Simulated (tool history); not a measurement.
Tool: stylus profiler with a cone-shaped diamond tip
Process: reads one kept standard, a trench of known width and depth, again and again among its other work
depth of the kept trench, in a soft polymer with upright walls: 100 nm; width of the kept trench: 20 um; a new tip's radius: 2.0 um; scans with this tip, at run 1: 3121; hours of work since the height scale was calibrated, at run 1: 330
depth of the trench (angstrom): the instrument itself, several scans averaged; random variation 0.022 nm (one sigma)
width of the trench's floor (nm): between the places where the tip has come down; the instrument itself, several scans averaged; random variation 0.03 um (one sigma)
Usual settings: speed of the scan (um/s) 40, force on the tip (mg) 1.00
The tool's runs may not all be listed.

run     day  speed of the scan (um/s)  force on the tip (mg)  scans with this tip  hours of work since the height scale was calibrated  depth of the trench (angstrom)  width of the trench's floor (nm)
  1   0.000                        40                   1.00                 3121                                                  330                          1005.5                             18170
  2   2.896                        40                   1.00                 3552                                                  375                          1005.1                             18120
  3   6.954                        40                   1.00                 4157                                                  439                          1005.0                             18040
  4  11.492                        12                   1.00                 4833                                                  511                          1004.9                             18110
  5  14.242                        12                   1.00                 5242                                                  554                          1004.4                             18090
  6  17.871                        24                   1.00                 5784                                                  611                          1004.2                             17940
  7  20.988                        24                   1.00                 6248                                                  660                          1004.1                             17900
  8  24.950                        24                   1.00                 6838                                                  722                          1003.9                             17810
  9  29.867                        24                   1.00                 7571                                                  800                          1003.8                             17780
 10  35.075                        40                   1.00                 8347                                                  882                          1003.1                             17600
 11  38.392                        40                   1.00                 8841                                                  934                          1002.6                             17590
     39.962  -- new tip fitted, height scale calibrated
 12  41.971                        40                   1.00                  299                                                   32                          1006.8                             18510
 13  44.571                        40                   1.00                  686                                                   73                          1006.7                             18440
 14  46.779                        24                   2.31                 1015                                                  107                          1011.5                             18520
 15  51.142                        45                   0.46                 1666                                                  176                          1003.0                             18140
 16  55.104                       113                   0.37                 2256                                                  238                          1002.4                             17420
 17  58.733                       119                   1.29                 2796                                                  295                          1006.9                             17740
 18  61.683                       107                   2.87                 3236                                                  342                          1012.7                             17990
 19  63.842                       107                   2.87                 3558                                                  376                          1013.1                             17960
 20  67.996                       107                   2.87                 4177                                                  441                          1012.6                             17880
 21  72.788                       107                   2.87                 4890                                                  517                          1012.4                             17820
 22  75.738                       107                   2.87                 5330                                                  563                          1011.6                             17730

5 ways to go on from here, each from the tool as it stands after run 22. What would each give?
  A  79.308                       103                   1.03                 5862                                                  619                               ?                                 ?
  B  79.308                        35                   0.38                 5862                                                  619                               ?                                 ?
  C  79.308                        52                   2.67                 5862                                                  619                               ?                                 ?
  D  79.308                        31                   1.78                 5862                                                  619                               ?                                 ?
  E  79.308                        40                   2.22                 5862                                                  619                               ?                                 ?

run  depth of the trench (angstrom)  width of the trench's floor (nm)
  A                          1003.9                             17460
  B                          1000.8                             17740
  C                          1011.2                             17860
  D                          1007.3                             17960
  E                          1009.1                             17900
Without the tool's hidden state the same runs would have given:
run  depth of the trench (angstrom)  width of the trench's floor (nm)
  A                          1006.9                             18150
  B                          1003.7                             18430
  C                          1014.2                             18550
  D                          1010.3                             18650
  E                          1012.1                             18590
